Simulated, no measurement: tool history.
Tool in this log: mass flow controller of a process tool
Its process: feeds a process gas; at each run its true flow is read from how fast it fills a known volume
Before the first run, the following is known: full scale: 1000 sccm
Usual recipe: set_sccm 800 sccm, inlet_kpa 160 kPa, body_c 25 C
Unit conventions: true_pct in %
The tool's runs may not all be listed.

| run | hour | set_sccm | inlet_kpa | body_c | true_pct |
|---|---|---|---|---|---|
| 1 | 0 | 800 | 160 | 25 | 100.86 |
| 2 | 202.3 | 800 | 160 | 30 | 101.17 |
| 3 | 468.4 | 800 | 160 | 30 | 101.22 |
| 4 | 617.2 | 800 | 160 | 30 | 101.38 |
| 5 | 876.5 | 800 | 159 | 30 | 101.27 |
| 6 | 1118.4 | 800 | 159 | 30 | 101.25 |
| 7 | 1363.1 | 800 | 159 | 30 | 101.34 |
| 8 | 1505 | 585 | 160 | 25 | 100.76 |
| 9 | 1768.3 | 585 | 160 | 25 | 100.96 |
| 10 | 1879 | 800 | 160 | 25 | 100.97 |

What will run 11 give?
| 11 | 2118 | 800 | 160 | 22 | ? |

{"run 11": {"true_pct": 100.76}}
Had the tool carried no hidden state, the very same run would have given true_pct 99.72 %.
